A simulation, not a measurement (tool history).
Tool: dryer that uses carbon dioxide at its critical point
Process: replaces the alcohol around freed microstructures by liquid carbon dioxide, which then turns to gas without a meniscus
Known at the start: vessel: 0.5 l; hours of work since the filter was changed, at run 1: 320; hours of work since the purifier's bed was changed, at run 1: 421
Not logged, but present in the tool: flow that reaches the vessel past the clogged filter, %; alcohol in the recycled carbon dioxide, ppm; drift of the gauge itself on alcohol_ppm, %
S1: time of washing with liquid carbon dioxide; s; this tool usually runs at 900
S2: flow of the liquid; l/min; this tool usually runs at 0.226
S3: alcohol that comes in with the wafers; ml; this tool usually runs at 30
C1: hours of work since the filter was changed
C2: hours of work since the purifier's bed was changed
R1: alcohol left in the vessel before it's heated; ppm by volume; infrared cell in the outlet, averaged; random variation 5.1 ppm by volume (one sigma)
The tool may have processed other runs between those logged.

run,hour,S1,S2,S3,C1,C2,R1
1,0,900,0.226,30,320,421,240
2,24.3,780,0.226,30,328,429,434
3,63,780,0.226,30,341,443,430
4,84.5,900,0.226,30,348,450,256
5,118.7,900,0.162,30,360,461,947
6,164.7,900,0.162,30,375,477,964
7,204.3,900,0.162,30,389,490,1002
8,243.6,900,0.162,30,402,503,979
# hour 264.1: inlet filter changed
9,280.8,900,0.162,30,6,516,635
10,302.8,900,0.162,30,13,523,662
11,325.8,900,0.162,30,21,531,681
12,353.9,720,0.34,29,30,540,143
13,382.8,900,0.198,30,40,550,327
14,410.6,900,0.152,26,49,559,791
15,442,900,0.152,26,60,570,796
16,462.9,900,0.226,79,67,577,364
17,495.5,900,0.226,79,78,588,370
18,542.5,900,0.226,79,94,604,386
19,569.9,900,0.226,79,103,613,401
20,609.2,780,0.226,30,116,626,377

Predict each of these 3 candidate next runs independently; none follows another, all start after run 20:
A,656.6,960,0.147,30,132,642,?
B,656.6,1260,0.226,100,132,642,?
C,656.6,900,0.214,30,132,642,?

run,R1
A,894
B,186
C,295
The same runs, with their run-to-run variation unchanged, on a tool lacking any hidden condition would have given:
run,R1
A,628
B,28
C,116
